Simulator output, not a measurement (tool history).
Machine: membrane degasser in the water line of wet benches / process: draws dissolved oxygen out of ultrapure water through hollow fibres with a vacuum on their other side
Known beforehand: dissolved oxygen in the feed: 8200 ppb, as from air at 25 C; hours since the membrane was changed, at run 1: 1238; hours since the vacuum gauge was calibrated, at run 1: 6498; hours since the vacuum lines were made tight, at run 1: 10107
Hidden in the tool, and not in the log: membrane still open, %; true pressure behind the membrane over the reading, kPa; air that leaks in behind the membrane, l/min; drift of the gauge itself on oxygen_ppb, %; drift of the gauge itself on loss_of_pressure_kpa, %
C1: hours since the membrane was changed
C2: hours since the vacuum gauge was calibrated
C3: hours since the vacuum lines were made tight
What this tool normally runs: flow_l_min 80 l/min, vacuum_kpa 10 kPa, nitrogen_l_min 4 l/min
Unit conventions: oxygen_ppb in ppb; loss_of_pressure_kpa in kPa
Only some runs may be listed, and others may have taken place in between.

run 1 day=0 | flow_l_min=80 vacuum_kpa=10 nitrogen_l_min=4 | C1=1238 C2=6498 C3=10107 | oxygen_ppb=349.3 loss_of_pressure_kpa=25.65
run 2 day=1.733 | flow_l_min=80 vacuum_kpa=10 nitrogen_l_min=4 | C1=1280 C2=6539 C3=10149 | oxygen_ppb=347.6 loss_of_pressure_kpa=25.64
run 3 day=3.658 | flow_l_min=80 vacuum_kpa=10 nitrogen_l_min=4.75 | C1=1326 C2=6586 C3=10195 | oxygen_ppb=309.8 loss_of_pressure_kpa=25.58
run 4 day=5.338 | flow_l_min=80 vacuum_kpa=10 nitrogen_l_min=4.75 | C1=1366 C2=6626 C3=10236 | oxygen_ppb=307.2 loss_of_pressure_kpa=25.65
run 5 day=7.096 | flow_l_min=80 vacuum_kpa=10 nitrogen_l_min=4.75 | C1=1409 C2=6668 C3=10278 | oxygen_ppb=307 loss_of_pressure_kpa=25.62
run 6 day=9.838 | flow_l_min=80 vacuum_kpa=10 nitrogen_l_min=4.75 | C1=1474 C2=6734 C3=10343 | oxygen_ppb=307.9 loss_of_pressure_kpa=25.72
run 7 day=12.429 | flow_l_min=80 vacuum_kpa=10 nitrogen_l_min=4.75 | C1=1537 C2=6796 C3=10406 | oxygen_ppb=305.7 loss_of_pressure_kpa=25.65
run 8 day=14.871 | flow_l_min=80 vacuum_kpa=10 nitrogen_l_min=4.75 | C1=1595 C2=6855 C3=10464 | oxygen_ppb=308.2 loss_of_pressure_kpa=25.62
run 9 day=16.904 | flow_l_min=80 vacuum_kpa=10 nitrogen_l_min=4 | C1=1644 C2=6904 C3=10513 | oxygen_ppb=348.2 loss_of_pressure_kpa=25.71
run 10 day=19.375 | flow_l_min=80 vacuum_kpa=10 nitrogen_l_min=4 | C1=1703 C2=6963 C3=10572 | oxygen_ppb=347.7 loss_of_pressure_kpa=25.56
run 11 day=21.15 | flow_l_min=80 vacuum_kpa=10 nitrogen_l_min=4 | C1=1746 C2=7005 C3=10615 | oxygen_ppb=348.2 loss_of_pressure_kpa=25.68
run 12 day=23.271 | flow_l_min=89 vacuum_kpa=10 nitrogen_l_min=4 | C1=1797 C2=7056 C3=10666 | oxygen_ppb=402.9 loss_of_pressure_kpa=28.3
run 13 day=25.8 | flow_l_min=89 vacuum_kpa=23.9 nitrogen_l_min=2.36 | C1=1858 C2=7117 C3=10727 | oxygen_ppb=1428.8 loss_of_pressure_kpa=28.53
run 14 day=27.338 | flow_l_min=111 vacuum_kpa=23.9 nitrogen_l_min=3.21 | C1=1894 C2=7154 C3=10764 | oxygen_ppb=1414.7 loss_of_pressure_kpa=35.56
run 15 day=28.938 | flow_l_min=52 vacuum_kpa=7.9 nitrogen_l_min=4.05 | C1=1933 C2=7192 C3=10802 | oxygen_ppb=144.9 loss_of_pressure_kpa=16.73
run 16 day=31.488 | flow_l_min=52 vacuum_kpa=7.9 nitrogen_l_min=4.05 | C1=1994 C2=7254 C3=10863 | oxygen_ppb=145.2 loss_of_pressure_kpa=16.73
run 17 day=34.45 | flow_l_min=52 vacuum_kpa=7.9 nitrogen_l_min=4.05 | C1=2065 C2=7325 C3=10934 | oxygen_ppb=145.2 loss_of_pressure_kpa=16.57
run 18 day=35.975 | flow_l_min=52 vacuum_kpa=7.9 nitrogen_l_min=4.05 | C1=2102 C2=7361 C3=10971 | oxygen_ppb=145.7 loss_of_pressure_kpa=16.66
run 19 day=38.904 | flow_l_min=59 vacuum_kpa=10 nitrogen_l_min=6.05 | C1=2172 C2=7432 C3=11041 | oxygen_ppb=168.3 loss_of_pressure_kpa=18.96
run 20 day=41.85 | flow_l_min=51 vacuum_kpa=23.5 nitrogen_l_min=4 | C1=2243 C2=7502 C3=11112 | oxygen_ppb=567.6 loss_of_pressure_kpa=16.38
run 21 day=44.825 | flow_l_min=119 vacuum_kpa=8 nitrogen_l_min=7.02 | C1=2314 C2=7574 C3=11183 | oxygen_ppb=397.1 loss_of_pressure_kpa=38.26
run 22 day=47.429 | flow_l_min=119 vacuum_kpa=8 nitrogen_l_min=7.02 | C1=2377 C2=7636 C3=11246 | oxygen_ppb=397.8 loss_of_pressure_kpa=38.21
run 23 day=48.925 | flow_l_min=119 vacuum_kpa=8 nitrogen_l_min=2.16 | C1=2413 C2=7672 C3=11282 | oxygen_ppb=678.1 loss_of_pressure_kpa=38.11
run 24 day=51.871 | flow_l_min=112 vacuum_kpa=8 nitrogen_l_min=7.77 | C1=2483 C2=7743 C3=11352 | oxygen_ppb=341.3 loss_of_pressure_kpa=35.98

Each row is a separate what-if for the run after 24, all from the same tool condition, not one after another. Results?
run A day=54.171 | flow_l_min=55 vacuum_kpa=8.7 nitrogen_l_min=7.77 | C1=2538 C2=7798 C3=11408 | oxygen_ppb=? loss_of_pressure_kpa=?
run B day=54.171 | flow_l_min=50 vacuum_kpa=10 nitrogen_l_min=4 | C1=2538 C2=7798 C3=11408 | oxygen_ppb=? loss_of_pressure_kpa=?
run C day=54.171 | flow_l_min=70 vacuum_kpa=22.4 nitrogen_l_min=6.39 | C1=2538 C2=7798 C3=11408 | oxygen_ppb=? loss_of_pressure_kpa=?
run D day=54.171 | flow_l_min=65 vacuum_kpa=13.2 nitrogen_l_min=3.18 | C1=2538 C2=7798 C3=11408 | oxygen_ppb=? loss_of_pressure_kpa=?
run E day=54.171 | flow_l_min=119 vacuum_kpa=7.8 nitrogen_l_min=1.73 | C1=2538 C2=7798 C3=11408 | oxygen_ppb=? loss_of_pressure_kpa=?

run=A oxygen_ppb=102.9 loss_of_pressure_kpa=17.7
run=B oxygen_ppb=199.4 loss_of_pressure_kpa=16.03
run=C oxygen_ppb=495.8 loss_of_pressure_kpa=22.49
run=D oxygen_ppb=455.1 loss_of_pressure_kpa=20.75
run=E oxygen_ppb=730.5 loss_of_pressure_kpa=38.12
Stripped of hidden state, with their random variation kept, the same runs would have yielded:
run=A oxygen_ppb=102.8 loss_of_pressure_kpa=17.7
run=B oxygen_ppb=199.3 loss_of_pressure_kpa=16.02
run=C oxygen_ppb=495.6 loss_of_pressure_kpa=22.49
run=D oxygen_ppb=455 loss_of_pressure_kpa=20.75
run=E oxygen_ppb=730.2 loss_of_pressure_kpa=38.12

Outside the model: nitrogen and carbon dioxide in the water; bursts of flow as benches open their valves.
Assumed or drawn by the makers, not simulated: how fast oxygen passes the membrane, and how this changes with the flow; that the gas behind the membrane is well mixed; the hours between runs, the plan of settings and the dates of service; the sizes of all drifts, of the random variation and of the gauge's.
